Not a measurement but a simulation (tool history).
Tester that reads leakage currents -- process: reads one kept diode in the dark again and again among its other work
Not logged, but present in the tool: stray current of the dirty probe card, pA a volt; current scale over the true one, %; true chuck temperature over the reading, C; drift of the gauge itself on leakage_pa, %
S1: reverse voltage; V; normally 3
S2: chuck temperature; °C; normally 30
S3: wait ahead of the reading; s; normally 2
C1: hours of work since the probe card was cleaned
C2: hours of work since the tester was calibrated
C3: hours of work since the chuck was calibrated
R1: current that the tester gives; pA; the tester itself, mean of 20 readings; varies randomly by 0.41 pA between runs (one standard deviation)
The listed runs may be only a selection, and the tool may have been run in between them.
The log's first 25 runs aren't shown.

| run | hour | S1 | S2 | S3 | C1 | C2 | C3 | R1 |
|---|---|---|---|---|---|---|---|---|
| 26 | 3251.9 | 14.97 | 45 | 1.62 | 1510 | 462 | 745 | 1024.94 |
| 27 | 3376.9 | 14.97 | 45 | 1.62 | 1564 | 516 | 799 | 1022.26 |
| 28 | 3457.8 | 5.44 | 46 | 3.94 | 1600 | 552 | 835 | 700.94 |
|  | 3480 | probe card cleaned and baked |
| 29 | 3614.6 | 6.76 | 27 | 0.42 | 59 | 619 | 902 | 174.23 |
| 30 | 3728.4 | 5.39 | 49 | 0.97 | 109 | 669 | 952 | 861.52 |
| 31 | 3821.9 | 3 | 29 | 4.3 | 150 | 710 | 993 | 141.75 |
| 32 | 3953.2 | 3 | 29 | 6.43 | 208 | 768 | 1051 | 142.55 |
| 33 | 4059.9 | 14.77 | 37 | 6.43 | 254 | 815 | 1098 | 555.85 |
|  | 4129.8 | chuck's temperature calibrated |
| 34 | 4195.2 | 6.22 | 40 | 2 | 313 | 873 | 29 | 425.41 |
| 35 | 4345.3 | 3.2 | 42 | 0.84 | 379 | 939 | 95 | 372.21 |
| 36 | 4513.5 | 1.62 | 59 | 0.84 | 452 | 1013 | 168 | 955.56 |
| 37 | 4586.6 | 1.62 | 59 | 0.84 | 484 | 1045 | 200 | 952.87 |
| 38 | 4682.1 | 1.62 | 46 | 0.84 | 526 | 1087 | 242 | 378.77 |

Predict each of these 5 candidate next runs independently; none follows another, all start after run 38:
| A | 4837.1 | 1.62 | 54 | 0.84 | 594 | 1155 | 310 | ? |
| B | 4837.1 | 1.62 | 21 | 6.17 | 594 | 1155 | 310 | ? |
| C | 4837.1 | 3 | 30 | 0.62 | 594 | 1155 | 310 | ? |
| D | 4837.1 | 1.08 | 29 | 0.41 | 594 | 1155 | 310 | ? |
| E | 4837.1 | 6.93 | 59 | 0.37 | 594 | 1155 | 310 | ? |

| run | R1 |
|---|---|
| A | 680.27 |
| B | 51.49 |
| C | 144.96 |
| D | 84.46 |
| E | 1842.4 |
Without the tool's unlogged condition, the same runs would have read:
| run | R1 |
|---|---|
| A | 655.66 |
| B | 47.81 |
| C | 136.5 |
| D | 80.19 |
| E | 1774.58 |
